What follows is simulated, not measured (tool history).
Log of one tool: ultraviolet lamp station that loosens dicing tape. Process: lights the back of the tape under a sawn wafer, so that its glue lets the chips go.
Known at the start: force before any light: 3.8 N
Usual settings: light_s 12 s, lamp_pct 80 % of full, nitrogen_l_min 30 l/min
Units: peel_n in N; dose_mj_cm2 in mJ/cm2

| run | hour | light_s | lamp_pct | nitrogen_l_min | peel_n | dose_mj_cm2 |
|---|---|---|---|---|---|---|
| 1 | 0 | 12 | 80 | 30 | 0.1 | 397 |
| 2 | 30.3 | 12 | 80 | 15 | 0.169 | 390 |
| 3 | 45.6 | 11 | 80 | 30 | 0.11 | 355 |
| 4 | 65 | 11 | 76 | 30 | 0.14 | 331 |
| 5 | 97.4 | 12 | 80 | 30 | 0.104 | 372 |
| 6 | 121 | 12 | 97 | 30 | 0.076 | 452 |
| 7 | 153 | 12 | 95 | 30 | 0.085 | 431 |
| 8 | 173.7 | 12 | 61 | 30 | 0.231 | 276 |
| 9 | 193.4 | 12 | 80 | 54 | 0.093 | 351 |
| 10 | 227.6 | 12 | 80 | 54 | 0.092 | 350 |
| 11 | 251.7 | 12 | 80 | 54 | 0.106 | 347 |
| 12 | 284.2 | 12 | 90 | 30 | 0.112 | 376 |
| 13 | 311.4 | 12 | 90 | 30 | 0.109 | 377 |
| 14 | 346.7 | 12 | 80 | 26 | 0.181 | 325 |
|  | 356.1 | window cleaned of glue's vapour |
| 15 | 383.3 | 12 | 80 | 26 | 0.143 | 338 |
| 16 | 418.6 | 12 | 80 | 26 | 0.159 | 332 |
| 17 | 437.7 | 12 | 80 | 30 | 0.143 | 329 |
| 18 | 462.1 | 16 | 80 | 30 | 0.079 | 436 |

The next listed run, before its measurement:
| 19 | 484 | 16 | 80 | 30 | ? | ? |

{"run 19": {"peel_n": 0.08, "dose_mj_cm2": 430}}
Without the tool's hidden state the same run would have given peel_n 0.058 N, dose_mj_cm2 547 mJ/cm2.

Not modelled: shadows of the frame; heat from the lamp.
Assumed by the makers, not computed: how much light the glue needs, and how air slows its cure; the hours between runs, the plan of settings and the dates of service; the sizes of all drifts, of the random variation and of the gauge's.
